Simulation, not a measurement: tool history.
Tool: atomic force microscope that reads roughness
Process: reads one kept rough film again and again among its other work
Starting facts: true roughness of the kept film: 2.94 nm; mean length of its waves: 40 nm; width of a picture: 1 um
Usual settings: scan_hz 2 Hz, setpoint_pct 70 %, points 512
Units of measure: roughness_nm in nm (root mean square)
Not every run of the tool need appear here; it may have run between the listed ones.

run   hour  scan_hz  setpoint_pct  points  roughness_nm
  1      0        2            70     512         2.564
  2    9.2        2            72     512         2.513
  3   21.8        2            72     512         2.497
  4   31.2        2            70     991         2.514
  5   47.6        2            70     991         2.477
  6   61.7        2            70     512         2.436
  7   73.9        2            70     512         2.437
  8   83.2     0.85            70     889         2.491
  9     92     0.85            70     889         2.495
      95.7  -- new tip fitted
 10  103.2     0.85            70     889         2.769
 11  111.2     1.17            57     474         2.751
 12    123     2.63            64     888         2.638
 13  138.8     2.63            64     888         2.588
 14  153.8      2.9            56     842         2.626

Predict each of these 5 candidate next runs independently; none follows another, all start after run 14:
  A  169.9     3.88            70     394             ?
  B  169.9        2            70     479             ?
  C  169.9     0.76            74     439             ?
  D  169.9     0.51            83     842             ?
  E  169.9        2            62     512             ?

run  roughness_nm
  A         2.387
  B          2.51
  C         2.597
  D         2.628
  E         2.589
With the hidden condition removed and each run's random variation left untouched, the same runs would have given:
run  roughness_nm
  A         2.508
  B         2.637
  C          2.73
  D         2.761
  E         2.721
